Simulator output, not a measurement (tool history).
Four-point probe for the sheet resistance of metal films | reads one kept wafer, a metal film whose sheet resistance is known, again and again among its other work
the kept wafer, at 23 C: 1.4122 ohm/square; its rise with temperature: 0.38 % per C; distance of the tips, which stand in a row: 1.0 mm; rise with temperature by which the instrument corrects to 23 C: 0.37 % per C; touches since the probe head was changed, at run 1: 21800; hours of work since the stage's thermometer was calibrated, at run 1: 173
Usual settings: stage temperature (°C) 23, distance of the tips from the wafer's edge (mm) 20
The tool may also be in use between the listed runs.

run	day	stage temperature (°C)	distance of the tips from the wafer's edge (mm)	touches since the probe head was changed	hours of work since the stage's thermometer was calibrated	sheet resistance as the instrument gives it (ohm/square)
1	0	23	20	21800	173	1.414069
2	1.754	23	20	23775	206	1.414328
3	3.804	23	20	26090	245	1.413782
4	5.2	23	20	27662	271	1.414546
5	6.55	23	20	29183	297	1.413567
6	8.796	23	20	31717	339	1.413602
7	10.6	21	20	33752	373	1.413691
8	12.129	23	19	35476	402	1.414274
9	14.079	21	27	37674	439	1.412776
10	15.346	25	4	39102	463	1.458835
11	16.567	25	4	40478	486	1.458651
12	18.771	26	20	42962	528	1.414394
13	20.308	26	20	44698	557	1.414417
14	22.212	33	28	46843	593	1.414594
15	23.396	24	69	48177	616	1.412459
16	24.542	24	69	49471	638	1.412644

Forecast each of these 4 alternatives for the next run:
A	26.575	27	15	51761	676	?
B	26.575	18	21	51761	676	?
C	26.575	32	66	51761	676	?
D	26.575	29	7	51761	676	?

run	sheet resistance as the instrument gives it (ohm/square)
A	1.415991
B	1.413119
C	1.413465
D	1.428303
Without the tool's hidden state the same runs would have given:
run	sheet resistance as the instrument gives it (ohm/square)
A	1.41608
B	1.413207
C	1.413555
D	1.428394

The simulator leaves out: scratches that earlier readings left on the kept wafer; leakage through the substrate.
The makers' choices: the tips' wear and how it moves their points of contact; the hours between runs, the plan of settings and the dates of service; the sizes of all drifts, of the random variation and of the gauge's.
